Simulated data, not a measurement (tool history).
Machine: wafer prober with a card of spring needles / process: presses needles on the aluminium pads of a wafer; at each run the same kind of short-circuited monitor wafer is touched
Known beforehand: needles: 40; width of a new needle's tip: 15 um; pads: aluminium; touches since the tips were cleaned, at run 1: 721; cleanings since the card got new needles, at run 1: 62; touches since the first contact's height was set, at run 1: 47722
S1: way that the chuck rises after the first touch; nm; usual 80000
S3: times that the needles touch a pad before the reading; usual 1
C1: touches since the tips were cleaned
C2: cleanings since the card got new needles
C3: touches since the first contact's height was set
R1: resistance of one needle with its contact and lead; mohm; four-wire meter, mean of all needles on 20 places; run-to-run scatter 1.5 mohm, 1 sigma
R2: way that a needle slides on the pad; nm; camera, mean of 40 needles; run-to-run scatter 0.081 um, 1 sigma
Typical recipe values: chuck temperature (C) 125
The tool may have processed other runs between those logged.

run 1 day=0.000 | S1=80000 chuck_temperature_(C)=125 S3=1 | C1=721 C2=62 C3=47722 | R1=153 R2=17810
-- day=0.188 tips cleaned on abrasive film
run 2 day=0.404 | S1=80000 chuck_temperature_(C)=125 S3=1 | C1=1622 C2=63 C3=50750 | R1=168 R2=17630
-- day=0.471 tips cleaned on abrasive film
-- day=0.771 tips cleaned on abrasive film
-- day=1.071 tips cleaned on abrasive film
run 3 day=1.083 | S1=64000 chuck_temperature_(C)=125 S3=1 | C1=77 C2=66 C3=55820 | R1=153 R2=14060
-- day=1.354 tips cleaned on abrasive film
-- day=1.633 tips cleaned on abrasive film
run 4 day=1.842 | S1=64000 chuck_temperature_(C)=125 S3=1 | C1=1596 C2=68 C3=61525 | R1=171 R2=14080
-- day=1.958 tips cleaned on abrasive film
-- day=2.262 tips cleaned on abrasive film
-- day=2.542 tips cleaned on abrasive film
run 5 day=2.762 | S1=80000 chuck_temperature_(C)=125 S3=1 | C1=1669 C2=71 C3=68428 | R1=162 R2=17740
-- day=2.812 tips cleaned on abrasive film
-- day=3.117 tips cleaned on abrasive film
-- day=3.379 tips cleaned on abrasive film
run 6 day=3.479 | S1=80000 chuck_temperature_(C)=125 S3=1 | C1=740 C2=74 C3=73756 | R1=159 R2=17410
-- day=3.650 tips cleaned on abrasive film
-- day=3.938 tips cleaned on abrasive film
-- day=4.242 tips cleaned on abrasive film
run 7 day=4.425 | S1=80000 chuck_temperature_(C)=125 S3=1 | C1=1397 C2=77 C3=80862 | R1=162 R2=17410
-- day=4.550 tips cleaned on abrasive film
-- day=4.867 tips cleaned on abrasive film
run 8 day=4.904 | S1=80000 chuck_temperature_(C)=125 S3=1 | C1=287 C2=79 C3=84439 | R1=150 R2=17310
-- day=5.158 tips cleaned on abrasive film
-- day=5.471 tips cleaned on abrasive film
-- day=5.733 tips cleaned on abrasive film
run 9 day=5.733 | S1=80000 chuck_temperature_(C)=125 S3=1 | C1=0 C2=82 C3=90636 | R1=151 R2=17210
-- day=6.025 tips cleaned on abrasive film
-- day=6.238 height of the first contact set anew
run 10 day=6.267 | S1=80000 chuck_temperature_(C)=125 S3=1 | C1=1744 C2=83 C3=226 | R1=165 R2=18070
-- day=6.333 tips cleaned on abrasive film
-- day=6.617 tips cleaned on abrasive film
-- day=6.888 tips cleaned on abrasive film
run 11 day=6.929 | S1=80000 chuck_temperature_(C)=125 S3=1 | C1=323 C2=86 C3=5177 | R1=153 R2=17900
-- day=7.192 tips cleaned on abrasive film
-- day=7.517 tips cleaned on abrasive film
-- day=7.779 tips cleaned on abrasive film
run 12 day=7.779 | S1=80000 chuck_temperature_(C)=125 S3=1 | C1=0 C2=89 C3=11543 | R1=148 R2=17890
-- day=8.083 tips cleaned on abrasive film
run 13 day=8.179 | S1=80000 chuck_temperature_(C)=125 S3=1 | C1=732 C2=90 C3=14540 | R1=158 R2=17920
-- day=8.362 tips cleaned on abrasive film
-- day=8.654 tips cleaned on abrasive film
-- day=8.933 tips cleaned on abrasive film
run 14 day=9.100 | S1=80000 chuck_temperature_(C)=125 S3=1 | C1=1267 C2=93 C3=21457 | R1=161 R2=17790
-- day=9.217 tips cleaned on abrasive film
-- day=9.512 tips cleaned on abrasive film
run 15 day=9.558 | S1=94000 chuck_temperature_(C)=42 S3=1 | C1=358 C2=95 C3=24860 | R1=140 R2=21150
-- day=9.792 tips cleaned on abrasive film
-- day=10.083 tips cleaned on abrasive film
run 16 day=10.262 | S1=94000 chuck_temperature_(C)=42 S3=1 | C1=1343 C2=97 C3=30133 | R1=143 R2=21080
-- day=10.392 tips cleaned on abrasive film
-- day=10.696 tips cleaned on abrasive film
run 17 day=10.712 | S1=94000 chuck_temperature_(C)=42 S3=1 | C1=121 C2=99 C3=33496 | R1=138 R2=20920
-- day=11.008 tips cleaned on abrasive film
run 18 day=11.238 | S1=94000 chuck_temperature_(C)=42 S3=1 | C1=1732 C2=100 C3=37464 | R1=147 R2=20900
-- day=11.308 tips cleaned on abrasive film
-- day=11.608 tips cleaned on abrasive film
-- day=11.875 tips cleaned on abrasive film
run 19 day=11.875 | S1=94000 chuck_temperature_(C)=42 S3=1 | C1=0 C2=103 C3=42220 | R1=134 R2=21000
-- day=12.192 tips cleaned on abrasive film
run 20 day=12.396 | S1=76000 chuck_temperature_(C)=42 S3=1 | C1=1532 C2=104 C3=46127 | R1=156 R2=16810
-- day=12.462 tips cleaned on abrasive film
-- day=12.792 tips cleaned on abrasive film
run 21 day=13.008 | S1=68000 chuck_temperature_(C)=36 S3=2 | C1=1659 C2=106 C3=50724 | R1=150 R2=14930
-- day=13.071 tips cleaned on abrasive film
-- day=13.354 tips cleaned on abrasive film
-- day=13.638 tips cleaned on abrasive film
run 22 day=13.638 | S1=99000 chuck_temperature_(C)=125 S3=3 | C1=0 C2=109 C3=55412 | R1=145 R2=21790
-- day=13.938 tips cleaned on abrasive film
-- day=14.250 tips cleaned on abrasive film
run 23 day=14.371 | S1=99000 chuck_temperature_(C)=125 S3=3 | C1=914 C2=111 C3=60908 | R1=148 R2=21670
-- day=14.558 tips cleaned on abrasive film
-- day=14.875 tips cleaned on abrasive film
run 24 day=15.125 | S1=80000 chuck_temperature_(C)=68 S3=1 | C1=1908 C2=113 C3=66572 | R1=160 R2=17420
-- day=15.192 tips cleaned on abrasive film
-- day=15.508 tips cleaned on abrasive film
-- day=15.825 tips cleaned on abrasive film
run 25 day=15.979 | S1=80000 chuck_temperature_(C)=68 S3=2 | C1=1188 C2=116 C3=72980 | R1=146 R2=17550
-- day=16.112 tips cleaned on abrasive film
-- day=16.429 tips cleaned on abrasive film
run 26 day=16.525 | S1=65000 chuck_temperature_(C)=125 S3=1 | C1=724 C2=118 C3=77047 | R1=167 R2=14060
-- day=16.704 tips cleaned on abrasive film
-- day=17.004 tips cleaned on abrasive film
-- day=17.288 tips cleaned on abrasive film
run 27 day=17.450 | S1=65000 chuck_temperature_(C)=125 S3=1 | C1=1226 C2=121 C3=83972 | R1=172 R2=14070
-- day=17.562 tips cleaned on abrasive film
-- day=17.825 tips cleaned on abrasive film
run 28 day=17.875 | S1=65000 chuck_temperature_(C)=125 S3=1 | C1=378 C2=123 C3=87153 | R1=156 R2=14100

Branching from run 28: 4 alternative next runs. What would each branch give?
-- day=18.125 tips cleaned on abrasive film
run A day=18.362 | S1=80000 chuck_temperature_(C)=65 S3=3 | C1=1818 C2=124 C3=90830 | R1=? R2=?
-- day=18.125 tips cleaned on abrasive film
run B day=18.362 | S1=76000 chuck_temperature_(C)=125 S3=1 | C1=1818 C2=124 C3=90830 | R1=? R2=?
-- day=18.125 tips cleaned on abrasive film
run C day=18.362 | S1=72000 chuck_temperature_(C)=64 S3=2 | C1=1818 C2=124 C3=90830 | R1=? R2=?
-- day=18.125 tips cleaned on abrasive film
run D day=18.362 | S1=85000 chuck_temperature_(C)=96 S3=2 | C1=1818 C2=124 C3=90830 | R1=? R2=?

run=A R1=144 R2=17350
run=B R1=172 R2=16480
run=C R1=159 R2=15500
run=D R1=158 R2=18580
With no hidden state in the tool, these same runs would have given:
run=A R1=133 R2=18050
run=B R1=146 R2=17180
run=C R1=139 R2=16200
run=D R1=144 R2=19280
